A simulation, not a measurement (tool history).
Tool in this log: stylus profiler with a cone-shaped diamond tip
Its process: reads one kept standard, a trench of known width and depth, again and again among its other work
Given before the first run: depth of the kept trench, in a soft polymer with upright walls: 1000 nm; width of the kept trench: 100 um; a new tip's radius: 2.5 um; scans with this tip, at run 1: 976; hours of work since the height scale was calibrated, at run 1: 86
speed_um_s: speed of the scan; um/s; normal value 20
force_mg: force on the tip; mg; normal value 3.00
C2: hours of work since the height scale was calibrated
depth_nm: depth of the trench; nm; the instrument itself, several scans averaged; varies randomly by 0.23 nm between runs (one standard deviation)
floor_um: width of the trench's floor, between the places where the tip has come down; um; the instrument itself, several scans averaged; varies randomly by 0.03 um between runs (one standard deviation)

Run 1, hour 0.0: usual settings; scans with this tip 976; C2 86. Result: depth_nm 1017.46 nm, floor_um 95.67 um.
Run 2, hour 16.9: usual settings; scans with this tip 1086; C2 96. Result: depth_nm 1017.44 nm, floor_um 95.75 um.
Run 3, hour 46.6: usual settings; scans with this tip 1282; C2 113. Result: depth_nm 1017.10 nm, floor_um 95.69 um.
Run 4, hour 76.1: usual settings; scans with this tip 1475; C2 130. Result: depth_nm 1016.83 nm, floor_um 95.66 um.
Run 5, hour 88.2: usual settings; scans with this tip 1555; C2 137. Result: depth_nm 1017.78 nm, floor_um 95.65 um.
Run 6, hour 101.1: usual settings; scans with this tip 1639; C2 144. Result: depth_nm 1017.34 nm, floor_um 95.63 um.
Run 7, hour 120.3: usual settings but force_mg 1.63 mg; scans with this tip 1765; C2 156. Result: depth_nm 1011.97 nm, floor_um 95.59 um.
Run 8, hour 140.9: usual settings but force_mg 1.63 mg; scans with this tip 1901; C2 167. Result: depth_nm 1011.80 nm, floor_um 95.64 um.
Run 9, hour 157.6: usual settings but force_mg 1.63 mg; scans with this tip 2010; C2 177. Result: depth_nm 1012.17 nm, floor_um 95.55 um.
Run 10, hour 171.7: usual settings but force_mg 1.63 mg; scans with this tip 2103; C2 185. Result: depth_nm 1011.94 nm, floor_um 95.58 um.
Run 11, hour 188.9: usual settings but force_mg 1.63 mg; scans with this tip 2216; C2 195. Result: depth_nm 1011.92 nm, floor_um 95.57 um.
Run 12, hour 216.7: usual settings but force_mg 1.63 mg; scans with this tip 2398; C2 211. Result: depth_nm 1011.91 nm, floor_um 95.49 um.
Run 13, hour 243.3: usual settings but force_mg 1.63 mg; scans with this tip 2572; C2 227. Result: depth_nm 1012.23 nm, floor_um 95.50 um.
Run 14, hour 266.6: usual settings but force_mg 1.63 mg; scans with this tip 2726; C2 240. Result: depth_nm 1012.00 nm, floor_um 95.49 um.
Run 15, hour 289.8: usual settings but speed_um_s 8 um/s; scans with this tip 2878; C2 254. Result: depth_nm 1017.73 nm, floor_um 95.48 um.
Run 16, hour 303.7: usual settings but speed_um_s 11 um/s; scans with this tip 2969; C2 262. Result: depth_nm 1017.70 nm, floor_um 95.49 um.
Run 17, hour 329.7: usual settings but speed_um_s 11 um/s; scans with this tip 3140; C2 277. Result: depth_nm 1017.82 nm, floor_um 95.44 um.
Run 18, hour 342.6: usual settings but speed_um_s 11 um/s; scans with this tip 3225; C2 284. Result: depth_nm 1017.53 nm, floor_um 95.46 um.
Run 19, hour 367.1: usual settings; scans with this tip 3385; C2 298. Result: depth_nm 1017.79 nm, floor_um 95.42 um.
Run 20, hour 381.9: usual settings; scans with this tip 3482; C2 307. Result: depth_nm 1018.02 nm, floor_um 95.46 um.
Run 21, hour 405.5: usual settings; scans with this tip 3637; C2 320. Result: depth_nm 1017.87 nm, floor_um 95.42 um.
Run 22, hour 423.2: usual settings; scans with this tip 3754; C2 331. Result: depth_nm 1018.20 nm, floor_um 95.39 um.
Run 23, hour 443.5: usual settings but speed_um_s 36 um/s; scans with this tip 3887; C2 342. Result: depth_nm 1018.51 nm, floor_um 95.33 um.
Run 24, hour 473.3: usual settings but speed_um_s 36 um/s; scans with this tip 4082; C2 360. Result: depth_nm 1018.38 nm, floor_um 95.30 um.
Run 25, hour 494.4: usual settings but speed_um_s 36 um/s; scans with this tip 4221; C2 372. Result: depth_nm 1017.96 nm, floor_um 95.27 um.
Run 26, hour 514.0: usual settings but speed_um_s 40 um/s, force_mg 1.54 mg; scans with this tip 4350; C2 383. Result: depth_nm 1012.43 nm, floor_um 95.20 um.
At hour 516.0: height scale calibrated on a step standard.
Run 27, hour 534.0: usual settings but speed_um_s 16 um/s, force_mg 2.23 mg; scans with this tip 4477; C2 10. Result: depth_nm 1015.46 nm, floor_um 95.33 um.
Run 28, hour 564.0: usual settings but speed_um_s 37 um/s, force_mg 7.66 mg; scans with this tip 4675; C2 28. Result: depth_nm 1033.09 nm, floor_um 95.22 um.
Run 29, hour 590.7: usual settings but speed_um_s 10 um/s, force_mg 7.05 mg; scans with this tip 4850; C2 43. Result: depth_nm 1031.22 nm, floor_um 95.26 um.
At hour 611.6: height scale calibrated on a step standard, once more.
Run 30, hour 614.7: usual settings but speed_um_s 10 um/s, force_mg 7.05 mg; scans with this tip 5004; C2 2. Result: depth_nm 1029.81 nm, floor_um 95.24 um.
Run 31, hour 630.7: usual settings but speed_um_s 36 um/s, force_mg 2.66 mg; scans with this tip 5109; C2 11. Result: depth_nm 1015.22 nm, floor_um 95.17 um.
Run 32, hour 648.2: usual settings but speed_um_s 36 um/s, force_mg 2.66 mg; scans with this tip 5224; C2 21. Result: depth_nm 1015.11 nm, floor_um 95.12 um.
Run 33, hour 660.3: usual settings but speed_um_s 36 um/s, force_mg 2.66 mg; scans with this tip 5303; C2 28. Result: depth_nm 1015.21 nm, floor_um 95.21 um.
Run 34, hour 682.2: usual settings but speed_um_s 56 um/s, force_mg 2.53 mg; scans with this tip 5447; C2 41. Result: depth_nm 1014.99 nm, floor_um 95.05 um.
Run 35, hour 694.9: usual settings but speed_um_s 56 um/s, force_mg 2.53 mg; scans with this tip 5530; C2 48. Result: depth_nm 1014.77 nm, floor_um 95.12 um.
Run 36, hour 723.6: usual settings but speed_um_s 56 um/s, force_mg 2.53 mg; scans with this tip 5719; C2 65. Result: depth_nm 1014.99 nm, floor_um 95.02 um.
Run 37, hour 747.0: usual settings but speed_um_s 7 um/s, force_mg 2.90 mg; scans with this tip 5872; C2 78. Result: depth_nm 1016.38 nm, floor_um 95.14 um.
Run 38, hour 761.6: usual settings but speed_um_s 10 um/s, force_mg 2.32 mg; scans with this tip 5968; C2 87. Result: depth_nm 1014.16 nm, floor_um 95.12 um.
Run 39, hour 775.4: usual settings but speed_um_s 10 um/s, force_mg 2.32 mg; scans with this tip 6059; C2 95. Result: depth_nm 1014.20 nm, floor_um 95.15 um.
Run 40, hour 794.1: usual settings but speed_um_s 13 um/s, force_mg 5.35 mg; scans with this tip 6182; C2 106. Result: depth_nm 1024.85 nm, floor_um 95.11 um.
Run 41, hour 824.1: usual settings but speed_um_s 7 um/s; scans with this tip 6379; C2 123. Result: depth_nm 1016.53 nm, floor_um 95.11 um.
Run 42, hour 843.6: usual settings but speed_um_s 7 um/s; scans with this tip 6506; C2 134. Result: depth_nm 1016.76 nm, floor_um 95.11 um.
Run 43, hour 862.2: usual settings but speed_um_s 59 um/s, force_mg 2.42 mg; scans with this tip 6629; C2 145. Result: depth_nm 1014.56 nm, floor_um 94.96 um.
Run 44, hour 885.5: usual settings but speed_um_s 59 um/s, force_mg 2.42 mg; scans with this tip 6782; C2 158. Result: depth_nm 1014.79 nm, floor_um 94.90 um.
Run 45, hour 914.3: usual settings but speed_um_s 19 um/s, force_mg 2.42 mg; scans with this tip 6971; C2 175. Result: depth_nm 1015.07 nm, floor_um 94.93 um.
Run 46, hour 941.6: usual settings but speed_um_s 19 um/s, force_mg 2.42 mg; scans with this tip 7150; C2 191. Result: depth_nm 1014.81 nm, floor_um 94.96 um.

Below, some changes in depth_nm between adjacent runs. For each, the amount present without the hidden state too (settings, incoming material, random variation) and the amount remaining for the hidden state with gauge scatter not shared by both compared results:
Unlogged tool condition in this case: radius of the tip, um; height scale over the true one, %; drift of the gauge itself on depth_nm, %; drift of the gauge itself on floor_um, %.
Run 26 -> 27: speed_um_s 40 -> 16, force_mg 1.54 -> 2.23, height scale calibrated on a step standard. depth_nm +3.03 nm: hidden state +0.26, all else +2.77.
Run 27 -> 28: speed_um_s 16 -> 37, force_mg 2.23 -> 7.66. depth_nm +17.63 nm: hidden state +0.08, all else +17.55.
Run 29 -> 30: height scale calibrated on a step standard, once more. depth_nm -1.41 nm: hidden state -2.08, all else +0.67.
Run 30 -> 31: speed_um_s 10 -> 36, force_mg 7.05 -> 2.66. depth_nm -14.59 nm: hidden state +0.04, all else -14.63.
Run 39 -> 40: speed_um_s 10 -> 13, force_mg 2.32 -> 5.35. depth_nm +10.65 nm: hidden state +0.04, all else +10.61.

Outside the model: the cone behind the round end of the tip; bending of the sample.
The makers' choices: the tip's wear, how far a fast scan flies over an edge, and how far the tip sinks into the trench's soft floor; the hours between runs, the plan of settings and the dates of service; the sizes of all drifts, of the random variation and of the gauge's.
